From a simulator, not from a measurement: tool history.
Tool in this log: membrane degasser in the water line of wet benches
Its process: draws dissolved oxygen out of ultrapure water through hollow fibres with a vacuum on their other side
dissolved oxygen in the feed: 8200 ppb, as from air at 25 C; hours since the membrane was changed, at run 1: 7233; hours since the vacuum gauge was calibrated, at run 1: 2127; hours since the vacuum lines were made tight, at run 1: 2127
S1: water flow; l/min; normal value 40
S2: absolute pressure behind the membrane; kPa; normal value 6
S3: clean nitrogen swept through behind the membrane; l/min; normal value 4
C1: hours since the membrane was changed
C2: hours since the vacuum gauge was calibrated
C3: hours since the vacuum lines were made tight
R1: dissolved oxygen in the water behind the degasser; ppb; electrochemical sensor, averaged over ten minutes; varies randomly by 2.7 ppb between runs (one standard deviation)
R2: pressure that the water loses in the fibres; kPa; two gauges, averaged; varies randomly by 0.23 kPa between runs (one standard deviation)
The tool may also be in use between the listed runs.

run    hour  S1     S2     S3     C1    C2    C3     R1     R2
  1       0  40      6      4   7233  2127  2127    346  65.43
  2   152.9  40      6      4   7386  2280  2280  350.1  65.28
  3   355.7  40      6   2.95   7589  2482  2482  372.7  65.44
  4   557.9  40   6.91   2.95   7791  2685  2685  397.8  65.85
  5     901  25      6      4   8134  3028  3028    126  40.97
  6  1242.9  25      6      4   8476  3370  3370    126  41.61
  7  1544.4  25   6.33      4   8778  3671  3671  136.1  42.08
  8  1783.4  25    8.4      4   9017  3910  3910  168.3  41.76
     1924.6  -- vacuum gauge calibrated
  9  2101.8  25    8.4      4   9335   177  4228  164.8  42.07
 10    2450  40      6      4   9683   525  4576  382.5  67.28
 11  2687.8  40      6      4   9921   763  4814  390.3  67.71
 12  2993.5  40      6      4  10226  1069  5120  382.8  68.38
 13  3143.5  25      6      4  10376  1219  5270  135.4   42.7
 14  3324.2  25      6      4  10557  1400  5450    136  43.02
 15  3516.1  40   4.64    3.3  10749  1592  5642  370.8  68.09
 16  3806.4  40   4.64   8.48  11039  1882  5933    361  69.34
 17  4154.3  40   4.12   1.77  11387  2230  6281  384.7  69.42
 18    4451  48  14.94   2.71  11684  2526  6577  909.4  83.46
     4484.1  -- membrane cartridge changed
 19  4781.7  48  14.94   2.71    298  2853  6904  744.6  71.84
 20  5063.8  48   3.91   2.71    580  3135  7186  364.7  72.06
 21  5367.4  43   4.47  11.93    883  3439  7490  269.8  64.75
 22  5606.1  43   4.47  11.93   1122  3678  7728  270.1  64.95
 23  5916.9  50   11.9   7.65   1433  3988  8039  498.9  76.26

Predict the results of run 24:
     5979.6  -- vacuum gauge calibrated
     6073.4  -- seals of the vacuum lines changed
 24  6140.3  34  7.63  9.64  1654  159  67   ?   ?

Run 24 gave R1 185.1 ppb, R2 51.66 kPa.
The same run, on a tool lacking any hidden state, would have yielded R1 174.6 ppb, R2 50.7 kPa.
